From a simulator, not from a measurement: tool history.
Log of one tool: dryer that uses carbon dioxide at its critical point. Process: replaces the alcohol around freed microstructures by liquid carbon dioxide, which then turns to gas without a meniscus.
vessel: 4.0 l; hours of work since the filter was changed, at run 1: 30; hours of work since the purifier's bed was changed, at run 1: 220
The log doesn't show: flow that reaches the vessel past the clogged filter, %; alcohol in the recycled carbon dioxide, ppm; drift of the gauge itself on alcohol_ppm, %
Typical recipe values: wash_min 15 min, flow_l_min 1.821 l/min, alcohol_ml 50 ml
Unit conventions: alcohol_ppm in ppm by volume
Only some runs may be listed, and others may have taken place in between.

run	hour	wash_min	flow_l_min	alcohol_ml	hours of work since the filter was changed	hours of work since the purifier's bed was changed	alcohol_ppm
1	0	15	1.821	50	30	220	57
2	18.1	15	1.67	50	41	231	72
3	33.9	15	1.821	50	51	241	65
4	45.3	12	1.821	50	58	248	148
5	60.9	12	1.821	50	68	258	156
6	78.4	12	1.821	50	79	268	158
7	93.3	12	1.821	50	88	278	172
8	110.9	15	2.6	50	99	289	23
9	121.5	15	2.15	50	105	295	41
10	129.9	15	2.15	50	110	300	45
11	140.5	15	2.15	50	117	307	40
12	150	15	1.821	43	123	313	79
13	158.6	15	1.821	43	128	318	78
14	174.7	10	1.821	57	138	328	485
15	191.8	12	1.82	38	148	338	177
16	203	12	1.82	38	155	345	183
17	216.1	15	1.73	75	163	353	177
18	229.2	15	1.821	48	172	361	115
# hour 243.7: inlet filter changed
19	244.7	9	1.821	70	1	370	475
20	257.7	9	1.821	92	9	378	638
21	274.2	16	1.821	90	19	389	61
22	282.1	11	2.5	73	24	393	73
23	291	12	1.26	73	29	399	700
24	304.8	15	2.36	68	38	407	38
25	322	19	1.821	50	48	418	34

3 ways to go on from here, each from the tool as it stands after run 25. What would each give?
A	332.3	13	1.821	24	55	424	?
B	332.3	15	1.14	50	55	424	?
C	332.3	18	1.54	21	55	424	?

run	alcohol_ppm
A	70
B	360
C	45
Take away the tool's hidden state, keep each run's random variation, and the runs would have read:
run	alcohol_ppm
A	37
B	274
C	17
